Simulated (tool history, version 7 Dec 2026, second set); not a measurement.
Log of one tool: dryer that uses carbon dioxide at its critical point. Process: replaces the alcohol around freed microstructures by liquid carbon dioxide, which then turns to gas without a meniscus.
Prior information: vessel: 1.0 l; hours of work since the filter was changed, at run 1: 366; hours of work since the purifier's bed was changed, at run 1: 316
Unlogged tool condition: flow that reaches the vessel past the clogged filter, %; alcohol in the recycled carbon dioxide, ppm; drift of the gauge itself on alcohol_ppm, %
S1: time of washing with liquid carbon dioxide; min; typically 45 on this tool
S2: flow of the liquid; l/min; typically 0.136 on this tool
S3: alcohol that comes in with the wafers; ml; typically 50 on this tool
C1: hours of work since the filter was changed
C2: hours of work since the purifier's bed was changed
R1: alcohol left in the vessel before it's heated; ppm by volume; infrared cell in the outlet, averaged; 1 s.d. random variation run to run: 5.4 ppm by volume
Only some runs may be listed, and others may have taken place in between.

| run | day | S1 | S2 | S3 | C1 | C2 | R1 |
|---|---|---|---|---|---|---|---|
| 1 | 0 | 45 | 0.136 | 50 | 366 | 316 | 404 |
| 2 | 0.496 | 66 | 0.136 | 50 | 373 | 324 | 74 |
|  | 0.65 | inlet filter changed |
| 3 | 0.804 | 45 | 0.105 | 50 | 2 | 328 | 586 |
| 4 | 1.362 | 45 | 0.105 | 50 | 10 | 336 | 604 |
| 5 | 1.708 | 45 | 0.136 | 50 | 16 | 341 | 198 |
| 6 | 2.292 | 45 | 0.136 | 50 | 24 | 349 | 201 |
| 7 | 2.738 | 45 | 0.136 | 50 | 31 | 356 | 197 |
| 8 | 3.317 | 45 | 0.136 | 50 | 39 | 365 | 212 |
| 9 | 3.6 | 45 | 0.136 | 50 | 43 | 369 | 213 |
| 10 | 3.9 | 45 | 0.136 | 50 | 48 | 373 | 210 |
| 11 | 4.192 | 45 | 0.136 | 50 | 52 | 377 | 217 |
| 12 | 4.542 | 45 | 0.136 | 50 | 57 | 383 | 220 |
| 13 | 4.888 | 32 | 0.136 | 50 | 62 | 388 | 915 |
| 14 | 5.325 | 32 | 0.136 | 50 | 69 | 394 | 938 |
| 15 | 5.908 | 32 | 0.129 | 50 | 77 | 403 | 1161 |
| 16 | 6.462 | 37 | 0.2 | 20 | 85 | 411 | 74 |
| 17 | 6.796 | 37 | 0.2 | 20 | 90 | 416 | 74 |
| 18 | 7.317 | 68 | 0.14 | 43 | 98 | 423 | 57 |
| 19 | 7.879 | 50 | 0.141 | 54 | 106 | 432 | 140 |
| 20 | 8.4 | 29 | 0.085 | 50 | 114 | 439 | 5527 |

Predict the results of run 21:
| 21 | 8.783 | 45 | 0.087 | 50 | 120 | 445 | ? |

For run 21 the tool returned R1 1478 ppm by volume.
On a tool with no hidden condition, and with the same random variation, this run would have come out at R1 1142 ppm by volume.
